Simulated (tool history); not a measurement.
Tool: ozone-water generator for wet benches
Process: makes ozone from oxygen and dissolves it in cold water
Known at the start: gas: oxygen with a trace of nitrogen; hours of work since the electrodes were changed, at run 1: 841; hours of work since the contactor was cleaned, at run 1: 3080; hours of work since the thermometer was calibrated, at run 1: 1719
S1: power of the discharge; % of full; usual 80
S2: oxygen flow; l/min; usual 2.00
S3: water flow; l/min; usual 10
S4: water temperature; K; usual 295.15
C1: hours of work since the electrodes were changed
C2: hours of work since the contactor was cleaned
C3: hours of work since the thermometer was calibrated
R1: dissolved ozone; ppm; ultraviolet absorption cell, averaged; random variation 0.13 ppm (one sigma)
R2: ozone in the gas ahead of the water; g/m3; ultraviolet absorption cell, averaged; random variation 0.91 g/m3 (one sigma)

| run | day | S1 | S2 | S3 | S4 | C1 | C2 | C3 | R1 | R2 |
|---|---|---|---|---|---|---|---|---|---|---|
| 1 | 0.000 | 80 | 2.00 | 10 | 295.15 | 841 | 3080 | 1719 | 13.4 | 152.0 |
| 2 | 1.171 | 80 | 2.00 | 10 | 295.15 | 865 | 3104 | 1744 | 13.2 | 152.5 |
| 3 | 3.279 | 80 | 2.00 | 10 | 295.15 | 909 | 3148 | 1787 | 13.2 | 150.7 |
| 4 | 5.096 | 80 | 2.00 | 10 | 295.15 | 947 | 3186 | 1825 | 13.4 | 152.3 |
| 5 | 7.158 | 80 | 2.00 | 6 | 295.15 | 989 | 3228 | 1868 | 20.2 | 150.8 |
| 6 | 9.096 | 80 | 2.58 | 10 | 295.15 | 1029 | 3268 | 1908 | 13.6 | 136.5 |
| 7 | 10.212 | 80 | 2.58 | 10 | 295.15 | 1052 | 3291 | 1931 | 13.7 | 137.5 |
| 8 | 11.950 | 80 | 2.58 | 10 | 295.15 | 1088 | 3327 | 1967 | 13.7 | 133.5 |
| 9 | 13.050 | 80 | 2.58 | 10 | 288.15 | 1111 | 3350 | 1989 | 15.4 | 135.5 |
| 10 | 14.762 | 65 | 1.29 | 10 | 288.15 | 1147 | 3386 | 2025 | 11.5 | 161.4 |
| 11 | 15.729 | 70 | 2.00 | 6 | 295.15 | 1167 | 3406 | 2045 | 18.8 | 139.9 |
| 12 | 17.283 | 84 | 1.66 | 14 | 298.15 | 1199 | 3438 | 2077 | 9.3 | 166.5 |
| 13 | 19.325 | 78 | 2.01 | 13 | 300.15 | 1241 | 3480 | 2119 | 9.8 | 147.7 |
| 14 | 20.658 | 78 | 2.01 | 13 | 300.15 | 1268 | 3508 | 2147 | 9.8 | 146.7 |

Forecast each of these 5 alternatives for the next run:
| A | 22.158 | 93 | 2.00 | 10 | 295.15 | 1299 | 3538 | 2178 | ? | ? |
| B | 22.158 | 80 | 2.06 | 7 | 297.15 | 1299 | 3538 | 2178 | ? | ? |
| C | 22.158 | 78 | 1.46 | 13 | 300.15 | 1299 | 3538 | 2178 | ? | ? |
| D | 22.158 | 67 | 2.00 | 10 | 295.15 | 1299 | 3538 | 2178 | ? | ? |
| E | 22.158 | 54 | 2.01 | 13 | 295.15 | 1299 | 3538 | 2178 | ? | ? |

| run | R1 | R2 |
|---|---|---|
| A | 14.8 | 164.2 |
| B | 17.4 | 148.6 |
| C | 9.1 | 168.7 |
| D | 12.3 | 135.5 |
| E | 8.2 | 119.4 |
Without the tool's hidden state the same runs would have given:
| run | R1 | R2 |
|---|---|---|
| A | 14.8 | 167.3 |
| B | 17.4 | 151.4 |
| C | 9.1 | 171.9 |
| D | 12.3 | 138.1 |
| E | 8.2 | 121.6 |
